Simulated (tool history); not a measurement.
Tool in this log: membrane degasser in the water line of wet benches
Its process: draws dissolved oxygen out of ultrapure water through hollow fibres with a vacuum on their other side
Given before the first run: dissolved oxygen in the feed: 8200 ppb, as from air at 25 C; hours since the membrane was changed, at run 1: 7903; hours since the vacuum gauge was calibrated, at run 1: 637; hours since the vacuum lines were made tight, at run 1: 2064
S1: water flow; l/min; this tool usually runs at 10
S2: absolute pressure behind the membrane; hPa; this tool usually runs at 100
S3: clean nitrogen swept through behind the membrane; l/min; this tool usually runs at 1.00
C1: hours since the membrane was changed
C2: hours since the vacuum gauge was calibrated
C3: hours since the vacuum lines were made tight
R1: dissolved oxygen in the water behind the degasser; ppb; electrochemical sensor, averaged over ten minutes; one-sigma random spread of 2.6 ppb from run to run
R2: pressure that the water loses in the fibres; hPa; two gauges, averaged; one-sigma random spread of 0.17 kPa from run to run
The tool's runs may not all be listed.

run 1 hour=0.0 | S1=10 S2=100 S3=1.00 | C1=7903 C2=637 C3=2064 | R1=273.0 R2=255.3
run 2 hour=183.8 | S1=10 S2=100 S3=1.00 | C1=8087 C2=821 C3=2248 | R1=269.5 R2=261.8
run 3 hour=431.1 | S1=10 S2=100 S3=1.00 | C1=8334 C2=1068 C3=2495 | R1=265.8 R2=261.0
run 4 hour=571.0 | S1=10 S2=100 S3=1.00 | C1=8474 C2=1208 C3=2635 | R1=273.4 R2=259.0
run 5 hour=825.7 | S1=10 S2=84 S3=1.00 | C1=8729 C2=1463 C3=2890 | R1=238.5 R2=261.9
run 6 hour=1106.5 | S1=10 S2=84 S3=1.00 | C1=9010 C2=1744 C3=3170 | R1=233.7 R2=261.7
run 7 hour=1414.4 | S1=10 S2=84 S3=1.00 | C1=9318 C2=2051 C3=3478 | R1=237.3 R2=263.5
run 8 hour=1553.7 | S1=10 S2=84 S3=1.00 | C1=9457 C2=2191 C3=3618 | R1=235.9 R2=262.0
run 9 hour=1836.3 | S1=10 S2=84 S3=1.00 | C1=9740 C2=2473 C3=3900 | R1=239.9 R2=261.1
run 10 hour=2088.3 | S1=10 S2=122 S3=1.00 | C1=9992 C2=2725 C3=4152 | R1=328.1 R2=262.2
run 11 hour=2256.7 | S1=10 S2=122 S3=1.00 | C1=10160 C2=2894 C3=4321 | R1=328.7 R2=264.9
run 12 hour=2450.0 | S1=10 S2=100 S3=1.00 | C1=10353 C2=3087 C3=4514 | R1=271.5 R2=261.9
run 13 hour=2713.0 | S1=8 S2=100 S3=1.00 | C1=10616 C2=3350 C3=4777 | R1=215.4 R2=209.5
run 14 hour=3006.2 | S1=8 S2=100 S3=1.00 | C1=10909 C2=3643 C3=5070 | R1=217.4 R2=211.8
run 15 hour=3314.8 | S1=8 S2=100 S3=1.00 | C1=11218 C2=3952 C3=5379 | R1=219.2 R2=210.2
-- hour=3344.3 vacuum gauge calibrated
run 16 hour=3521.3 | S1=8 S2=100 S3=1.00 | C1=11424 C2=177 C3=5585 | R1=224.9 R2=208.8
run 17 hour=3774.6 | S1=8 S2=182 S3=1.60 | C1=11677 C2=430 C3=5838 | R1=274.9 R2=209.7
run 18 hour=4037.2 | S1=10 S2=68 S3=0.85 | C1=11940 C2=693 C3=6101 | R1=227.7 R2=263.4
-- hour=4225.9 vacuum gauge calibrated, once more
run 19 hour=4297.4 | S1=6 S2=130 S3=1.29 | C1=12200 C2=72 C3=6360 | R1=174.4 R2=158.6
run 20 hour=4435.9 | S1=6 S2=130 S3=1.29 | C1=12338 C2=210 C3=6499 | R1=172.1 R2=155.7
run 21 hour=4764.2 | S1=6 S2=130 S3=1.29 | C1=12667 C2=538 C3=6827 | R1=174.1 R2=159.4
run 22 hour=5018.8 | S1=6 S2=130 S3=1.29 | C1=12921 C2=793 C3=7082 | R1=170.7 R2=159.2
run 23 hour=5304.6 | S1=10 S2=79 S3=2.55 | C1=13207 C2=1079 C3=7368 | R1=169.1 R2=264.7
run 24 hour=5513.2 | S1=10 S2=79 S3=2.55 | C1=13416 C2=1287 C3=7576 | R1=168.8 R2=267.6
run 25 hour=5842.3 | S1=10 S2=79 S3=2.55 | C1=13745 C2=1616 C3=7905 | R1=172.0 R2=266.1
run 26 hour=6019.4 | S1=10 S2=79 S3=2.55 | C1=13922 C2=1794 C3=8082 | R1=172.3 R2=269.3
run 27 hour=6286.8 | S1=14 S2=128 S3=2.52 | C1=14189 C2=2061 C3=8350 | R1=316.7 R2=371.2
run 28 hour=6541.4 | S1=14 S2=128 S3=2.52 | C1=14444 C2=2316 C3=8604 | R1=316.8 R2=372.9
run 29 hour=6701.3 | S1=10 S2=71 S3=1.00 | C1=14604 C2=2475 C3=8764 | R1=225.7 R2=267.8
run 30 hour=7032.9 | S1=15 S2=100 S3=1.30 | C1=14935 C2=2807 C3=9096 | R1=386.0 R2=402.4
run 31 hour=7225.0 | S1=15 S2=100 S3=1.30 | C1=15127 C2=2999 C3=9288 | R1=389.6 R2=398.7

Here are 4 independent what-if runs from the current tool condition. What would each one return?
run A hour=7549.9 | S1=8 S2=69 S3=1.15 | C1=15452 C2=3324 C3=9613 | R1=? R2=?
run B hour=7549.9 | S1=12 S2=62 S3=2.18 | C1=15452 C2=3324 C3=9613 | R1=? R2=?
run C hour=7549.9 | S1=8 S2=117 S3=1.00 | C1=15452 C2=3324 C3=9613 | R1=? R2=?
run D hour=7549.9 | S1=13 S2=239 S3=1.00 | C1=15452 C2=3324 C3=9613 | R1=? R2=?

run=A R1=159.0 R2=213.4
run=B R1=201.1 R2=319.6
run=C R1=259.4 R2=212.9
run=D R1=748.6 R2=347.2
What these runs would have given with no unlogged condition in the tool:
run=A R1=133.3 R2=201.3
run=B R1=165.9 R2=301.4
run=C R1=229.5 R2=200.8
run=D R1=701.1 R2=327.5

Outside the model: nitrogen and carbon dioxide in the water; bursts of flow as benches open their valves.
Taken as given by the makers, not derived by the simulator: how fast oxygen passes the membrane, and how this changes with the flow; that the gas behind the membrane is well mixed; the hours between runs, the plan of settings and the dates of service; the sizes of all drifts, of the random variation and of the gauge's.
